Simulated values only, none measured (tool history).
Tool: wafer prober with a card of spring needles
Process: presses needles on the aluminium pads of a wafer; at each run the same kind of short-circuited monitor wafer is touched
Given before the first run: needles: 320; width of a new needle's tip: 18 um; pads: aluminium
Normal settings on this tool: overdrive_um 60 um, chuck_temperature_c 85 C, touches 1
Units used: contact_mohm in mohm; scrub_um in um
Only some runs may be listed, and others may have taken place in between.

| run | day | overdrive_um | chuck_temperature_c | touches | contact_mohm | scrub_um |
|---|---|---|---|---|---|---|
| 1 | 0 | 60 | 85 | 1 | 304 | 13.92 |
| 2 | 0.392 | 60 | 85 | 1 | 456 | 13.94 |
|  | 0.608 | tips cleaned on abrasive film |
| 3 | 0.746 | 60 | 85 | 1 | 353 | 13.91 |
|  | 1.258 | tips cleaned on abrasive film |
| 4 | 1.533 | 42 | 85 | 1 | 567 | 9.69 |
|  | 1.908 | tips cleaned on abrasive film |
| 5 | 2.104 | 60 | 111 | 1 | 403 | 13.9 |
|  | 2.45 | height of the first contact set anew |
|  | 2.583 | tips cleaned on abrasive film |
| 6 | 2.596 | 60 | 111 | 1 | 298 | 13.81 |
| 7 | 3.192 | 60 | 111 | 1 | 498 | 13.8 |
|  | 3.267 | tips cleaned on abrasive film |
| 8 | 3.783 | 60 | 86 | 1 | 486 | 13.79 |
|  | 3.892 | tips cleaned on abrasive film |
| 9 | 4.15 | 60 | 86 | 1 | 414 | 13.79 |
|  | 4.525 | tips cleaned on abrasive film |
| 10 | 4.604 | 60 | 112 | 1 | 348 | 13.76 |
|  | 5.162 | tips cleaned on abrasive film |
| 11 | 5.433 | 60 | 112 | 1 | 426 | 13.75 |
|  | 5.592 | height of the first contact set anew, once more |
|  | 5.821 | tips cleaned on abrasive film |
| 12 | 6.075 | 53 | 120 | 2 | 395 | 12.37 |
|  | 6.442 | tips cleaned on abrasive film |
| 13 | 6.533 | 68 | 51 | 1 | 325 | 15.85 |
| 14 | 7.008 | 60 | 67 | 1 | 499 | 14.01 |
|  | 7.1 | tips cleaned on abrasive film |
| 15 | 7.588 | 57 | 38 | 3 | 344 | 13.28 |
|  | 7.754 | tips cleaned on abrasive film |
| 16 | 8.229 | 57 | 38 | 3 | 347 | 13.26 |
|  | 8.4 | tips cleaned on abrasive film |
| 17 | 8.742 | 57 | 38 | 3 | 330 | 13.23 |
|  | 9.062 | tips cleaned on abrasive film |
| 18 | 9.225 | 41 | 38 | 3 | 369 | 9.47 |

Forecast each of these 5 alternatives for the next run:
|  | 9.679 | tips cleaned on abrasive film |
| A | 9.758 | 65 | 95 | 1 | ? | ? |
|  | 9.679 | tips cleaned on abrasive film |
| B | 9.758 | 48 | 85 | 3 | ? | ? |
|  | 9.679 | tips cleaned on abrasive film |
| C | 9.758 | 44 | 85 | 1 | ? | ? |
|  | 9.679 | tips cleaned on abrasive film |
| D | 9.758 | 49 | 74 | 1 | ? | ? |
|  | 9.679 | tips cleaned on abrasive film |
| E | 9.758 | 41 | 31 | 3 | ? | ? |

| run | contact_mohm | scrub_um |
|---|---|---|
| A | 337 | 15.06 |
| B | 313 | 11.11 |
| C | 405 | 10.16 |
| D | 376 | 11.33 |
| E | 324 | 9.45 |
The same runs, with their run-to-run variation unchanged, on a tool lacking any hidden condition would have given:
| run | contact_mohm | scrub_um |
|---|---|---|
| A | 278 | 15.18 |
| B | 275 | 11.23 |
| C | 284 | 10.29 |
| D | 276 | 11.46 |
| E | 268 | 9.58 |
